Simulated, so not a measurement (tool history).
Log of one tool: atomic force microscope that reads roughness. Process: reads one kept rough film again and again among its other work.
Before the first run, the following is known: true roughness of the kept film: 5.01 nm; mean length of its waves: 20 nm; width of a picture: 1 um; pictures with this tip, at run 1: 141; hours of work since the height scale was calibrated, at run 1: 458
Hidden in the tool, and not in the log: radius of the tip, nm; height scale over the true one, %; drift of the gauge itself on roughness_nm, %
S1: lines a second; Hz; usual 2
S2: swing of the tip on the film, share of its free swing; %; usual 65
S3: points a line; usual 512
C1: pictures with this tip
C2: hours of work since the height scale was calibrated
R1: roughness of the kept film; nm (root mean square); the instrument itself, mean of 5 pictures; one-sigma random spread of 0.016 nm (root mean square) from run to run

run 1 hour=0 | S1=2 S2=65 S3=512 | C1=141 C2=458 | R1=2.705
run 2 hour=10.2 | S1=0.76 S2=65 S3=512 | C1=152 C2=464 | R1=2.728
run 3 hour=31 | S1=0.76 S2=65 S3=512 | C1=175 C2=477 | R1=2.598
run 4 hour=52 | S1=0.76 S2=65 S3=512 | C1=198 C2=490 | R1=2.497
run 5 hour=68.8 | S1=0.76 S2=65 S3=512 | C1=217 C2=501 | R1=2.426
run 6 hour=86 | S1=0.76 S2=65 S3=512 | C1=236 C2=511 | R1=2.352
run 7 hour=98.3 | S1=2 S2=65 S3=512 | C1=250 C2=519 | R1=2.209
-- hour=107 new tip fitted
run 8 hour=119.4 | S1=2 S2=65 S3=512 | C1=13 C2=532 | R1=3.628
run 9 hour=133.9 | S1=2 S2=65 S3=700 | C1=29 C2=541 | R1=3.501
run 10 hour=146.3 | S1=2 S2=65 S3=700 | C1=43 C2=548 | R1=3.369
run 11 hour=158.2 | S1=2 S2=65 S3=700 | C1=56 C2=556 | R1=3.261
run 12 hour=178.1 | S1=2 S2=65 S3=512 | C1=78 C2=568 | R1=3.06
run 13 hour=197.6 | S1=2 S2=65 S3=512 | C1=100 C2=580 | R1=2.894
run 14 hour=217.5 | S1=1.93 S2=65 S3=512 | C1=122 C2=593 | R1=2.782
run 15 hour=233.4 | S1=2 S2=65 S3=512 | C1=139 C2=603 | R1=2.676
run 16 hour=243 | S1=2 S2=65 S3=512 | C1=150 C2=609 | R1=2.617
run 17 hour=257.6 | S1=2 S2=65 S3=512 | C1=166 C2=618 | R1=2.555
run 18 hour=276 | S1=2 S2=65 S3=512 | C1=186 C2=629 | R1=2.466
run 19 hour=294.8 | S1=2 S2=84 S3=512 | C1=207 C2=641 | R1=2.148
run 20 hour=307.1 | S1=2 S2=84 S3=512 | C1=221 C2=648 | R1=2.089
run 21 hour=325 | S1=2 S2=84 S3=806 | C1=240 C2=659 | R1=2.048
-- hour=342.5 new tip fitted
run 22 hour=345.5 | S1=2 S2=65 S3=940 | C1=4 C2=672 | R1=3.716
run 23 hour=356.7 | S1=2 S2=65 S3=940 | C1=16 C2=679 | R1=3.584
run 24 hour=372.2 | S1=1.96 S2=59 S3=367 | C1=33 C2=688 | R1=3.43
run 25 hour=390.9 | S1=2 S2=65 S3=311 | C1=54 C2=700 | R1=3.17
run 26 hour=411.2 | S1=2 S2=65 S3=311 | C1=76 C2=713 | R1=2.999
run 27 hour=429 | S1=2 S2=73 S3=311 | C1=96 C2=724 | R1=2.789
run 28 hour=450.3 | S1=0.65 S2=65 S3=553 | C1=119 C2=737 | R1=2.893
run 29 hour=466.7 | S1=0.65 S2=65 S3=280 | C1=137 C2=747 | R1=2.734
run 30 hour=479.1 | S1=2.72 S2=65 S3=512 | C1=151 C2=755 | R1=2.561
run 31 hour=500.8 | S1=2.58 S2=65 S3=307 | C1=175 C2=768 | R1=2.391
run 32 hour=516.6 | S1=1.08 S2=86 S3=771 | C1=192 C2=778 | R1=2.325
run 33 hour=526.4 | S1=1.08 S2=86 S3=771 | C1=203 C2=784 | R1=2.268
run 34 hour=541.1 | S1=1.08 S2=86 S3=771 | C1=220 C2=793 | R1=2.19
run 35 hour=554.8 | S1=1.94 S2=80 S3=330 | C1=235 C2=802 | R1=2.033
run 36 hour=569.9 | S1=2 S2=65 S3=296 | C1=251 C2=811 | R1=2.131
-- hour=578.1 new tip fitted
run 37 hour=589.2 | S1=2 S2=65 S3=296 | C1=12 C2=823 | R1=3.527
run 38 hour=602.7 | S1=0.71 S2=65 S3=873 | C1=27 C2=832 | R1=3.582
run 39 hour=625.4 | S1=0.71 S2=65 S3=873 | C1=52 C2=846 | R1=3.324

Each row is a separate what-if for the run after 39, all from the same tool condition, not one after another. Results?
run A hour=640.7 | S1=0.71 S2=69 S3=873 | C1=69 C2=855 | R1=?
run B hour=640.7 | S1=0.84 S2=65 S3=807 | C1=69 C2=855 | R1=?
run C hour=640.7 | S1=2.01 S2=89 S3=787 | C1=69 C2=855 | R1=?

run=A R1=3.177
run=B R1=3.196
run=C R1=2.705
Take away the tool's hidden state, keep each run's random variation, and the runs would have read:
run=A R1=3.872
run=B R1=3.894
run=C R1=3.297

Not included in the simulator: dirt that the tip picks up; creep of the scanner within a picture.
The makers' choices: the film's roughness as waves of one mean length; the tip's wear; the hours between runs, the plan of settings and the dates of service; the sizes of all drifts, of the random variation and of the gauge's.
